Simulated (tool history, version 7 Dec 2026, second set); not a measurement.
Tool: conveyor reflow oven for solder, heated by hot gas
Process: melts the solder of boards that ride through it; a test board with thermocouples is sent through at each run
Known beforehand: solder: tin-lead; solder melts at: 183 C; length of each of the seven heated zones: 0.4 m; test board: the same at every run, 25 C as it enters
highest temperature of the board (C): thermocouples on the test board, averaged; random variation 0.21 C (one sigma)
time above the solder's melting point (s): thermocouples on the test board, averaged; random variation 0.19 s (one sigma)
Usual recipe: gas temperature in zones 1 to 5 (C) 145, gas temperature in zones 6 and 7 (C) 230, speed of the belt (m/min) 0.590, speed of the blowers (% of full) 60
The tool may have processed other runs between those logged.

run	hour	gas temperature in zones 1 to 5 (C)	gas temperature in zones 6 and 7 (C)	speed of the belt (m/min)	speed of the blowers (% of full)	highest temperature of the board (C)	time above the solder's melting point (s)
1	0.0	145	230	0.590	60	214.4	60.7
2	9.9	145	230	0.590	60	214.0	60.8
3	18.1	145	230	0.590	60	214.1	60.7
4	32.3	145	230	0.590	60	214.3	60.8
5	39.9	145	230	0.590	60	214.7	60.9
6	53.0	145	230	0.590	60	214.3	60.7
7	59.3	145	230	0.590	60	214.0	60.9
8	68.7	145	230	0.590	60	214.2	60.8
9	78.7	145	230	0.590	60	214.2	61.2
10	85.3	145	230	0.590	60	214.0	61.1
11	92.0	145	230	0.590	60	213.7	61.1
12	105.9	145	230	0.590	60	214.2	61.0
13	118.4	145	230	0.590	60	213.9	60.5
14	129.1	145	230	0.661	60	210.6	50.5
15	137.4	156	230	0.693	60	211.6	53.3
16	145.0	156	224	0.545	86	217.6	77.2
17	157.6	134	224	0.587	86	214.1	59.1
18	172.6	155	234	0.647	57	215.9	60.4
19	180.4	150	220	0.565	58	207.4	59.6
20	193.9	159	241	0.565	60	226.9	80.7
21	201.1	159	241	0.530	71	231.5	88.1

For run 22, what comes out?
22	209.5	159	241	0.530	71	?	?

{"run 22": {"highest temperature of the board (C)": 231.7, "time above the solder's melting point (s)": 87.5}}
If the tool had no hidden condition, the same run with the same run-to-run variation would have returned highest temperature of the board (C) 231.7, time above the solder's melting point (s) 87.5.
